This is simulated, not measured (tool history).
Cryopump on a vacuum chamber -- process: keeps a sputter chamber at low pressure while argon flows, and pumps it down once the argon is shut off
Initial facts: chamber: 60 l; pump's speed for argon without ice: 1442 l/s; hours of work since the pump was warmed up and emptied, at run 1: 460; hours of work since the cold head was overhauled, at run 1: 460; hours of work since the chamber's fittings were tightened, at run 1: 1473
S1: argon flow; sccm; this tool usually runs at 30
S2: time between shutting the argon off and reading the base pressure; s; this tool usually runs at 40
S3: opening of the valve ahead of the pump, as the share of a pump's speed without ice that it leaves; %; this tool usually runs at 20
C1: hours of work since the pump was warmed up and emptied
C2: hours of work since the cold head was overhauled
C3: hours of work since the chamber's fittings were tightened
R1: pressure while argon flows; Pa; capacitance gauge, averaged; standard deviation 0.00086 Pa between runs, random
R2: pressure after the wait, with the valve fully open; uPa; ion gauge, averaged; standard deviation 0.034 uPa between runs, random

Run 1, hour 0: usual settings; C1 460; C2 460; C3 1473. Result: R1 0.1855 Pa, R2 3.05 uPa.
Run 2, hour 18.8: usual settings but S3 16 %; C1 476; C2 476; C3 1490. Result: R1 0.2264 Pa, R2 2.96 uPa.
Run 3, hour 43.5: usual settings but S1 29 sccm; C1 498; C2 498; C3 1512. Result: R1 0.1779 Pa, R2 3.11 uPa.
Run 4, hour 73.7: usual settings but S1 29 sccm; C1 525; C2 525; C3 1539. Result: R1 0.1759 Pa, R2 3.05 uPa.
Run 5, hour 92.6: usual settings but S1 19 sccm; C1 542; C2 542; C3 1555. Result: R1 0.1164 Pa, R2 3.14 uPa.
Run 6, hour 122.4: usual settings; C1 568; C2 568; C3 1582. Result: R1 0.1855 Pa, R2 3.27 uPa.
Run 7, hour 148.4: usual settings; C1 592; C2 592; C3 1605. Result: R1 0.185 Pa, R2 3.24 uPa.
Run 8, hour 170.5: usual settings; C1 611; C2 611; C3 1625. Result: R1 0.1867 Pa, R2 3.26 uPa.
Run 9, hour 188.1: usual settings but S3 35 %; C1 627; C2 627; C3 1640. Result: R1 0.1114 Pa, R2 3.27 uPa.
Run 10, hour 205: usual settings but S3 35 %; C1 642; C2 642; C3 1655. Result: R1 0.1108 Pa, R2 3.29 uPa.
Run 11, hour 226.2: usual settings but S3 35 %; C1 661; C2 661; C3 1674. Result: R1 0.1129 Pa, R2 3.37 uPa.
Run 12, hour 258: usual settings but S3 35 %; C1 689; C2 689; C3 1703. Result: R1 0.113 Pa, R2 3.23 uPa.
Run 13, hour 274: usual settings but S3 35 %; C1 703; C2 703; C3 1717. Result: R1 0.1131 Pa, R2 3.42 uPa.
Run 14, hour 299.6: usual settings but S1 44 sccm, S2 106 s; C1 726; C2 726; C3 1740. Result: R1 0.2764 Pa, R2 2.33 uPa.
Run 15, hour 317.6: usual settings but S1 31 sccm, S2 106 s, S3 17 %; C1 742; C2 742; C3 1756. Result: R1 0.2277 Pa, R2 2.49 uPa.
Run 16, hour 349: usual settings but S2 21 s; C1 770; C2 770; C3 1784. Result: R1 0.1899 Pa, R2 5 uPa.
Run 17, hour 376.6: usual settings but S2 21 s; C1 795; C2 795; C3 1808. Result: R1 0.1905 Pa, R2 5.05 uPa.
Run 18, hour 407.6: usual settings but S1 46 sccm, S2 21 s; C1 822; C2 822; C3 1836. Result: R1 0.293 Pa, R2 5.01 uPa.
Run 19, hour 433.6: usual settings but S1 46 sccm, S2 21 s; C1 845; C2 845; C3 1859. Result: R1 0.2953 Pa, R2 5.18 uPa.
At hour 446.3: pump warmed up, emptied and cooled again.
Run 20, hour 459.8: usual settings but S1 27 sccm, S2 71 s, S3 36 %; C1 12; C2 864; C3 1878. Result: R1 0.0879 Pa, R2 2.41 uPa.
Run 21, hour 479.8: usual settings but S1 25 sccm, S2 105 s, S3 46 %; C1 30; C2 882; C3 1895. Result: R1 0.0644 Pa, R2 1.99 uPa.
Run 22, hour 511.5: usual settings but S1 25 sccm, S2 105 s, S3 46 %; C1 58; C2 910; C3 1924. Result: R1 0.0652 Pa, R2 2.1 uPa.
Run 23, hour 536.3: usual settings but S1 31 sccm, S2 105 s, S3 22 %; C1 80; C2 932; C3 1946. Result: R1 0.1673 Pa, R2 2.15 uPa.
Run 24, hour 556.7: usual settings but S1 31 sccm, S2 105 s, S3 22 %; C1 98; C2 950; C3 1964. Result: R1 0.167 Pa, R2 2.17 uPa.
Run 25, hour 572.5: usual settings but S2 30 s; C1 112; C2 965; C3 1978. Result: R1 0.1775 Pa, R2 3.79 uPa.

Branching from run 25: 4 alternative next runs. What would each branch give?
Run A, hour 598.4: usual settings but S1 34 sccm, S2 32 s, S3 27 %; C1 135; C2 988; C3 2001. Result: R1 ?, R2 ?.
Run B, hour 598.4: usual settings but S2 238 s, S3 31 %; C1 135; C2 988; C3 2001. Result: R1 ?, R2 ?.
Run C, hour 598.4: usual settings but S1 44 sccm; C1 135; C2 988; C3 2001. Result: R1 ?, R2 ?.
Run D, hour 598.4: usual settings but S1 22 sccm, S2 30 s; C1 135; C2 988; C3 2001. Result: R1 ?, R2 ?.

run      R1    R2
  A  0.1487  3.63
  B  0.1178  1.86
  C  0.2607   3.2
  D  0.1304  3.77
Without the tool's hidden state the same runs would have given:
run      R1    R2
  A  0.1461  2.28
  B  0.1154   0.5
  C  0.2573  1.86
  D  0.1287  2.42
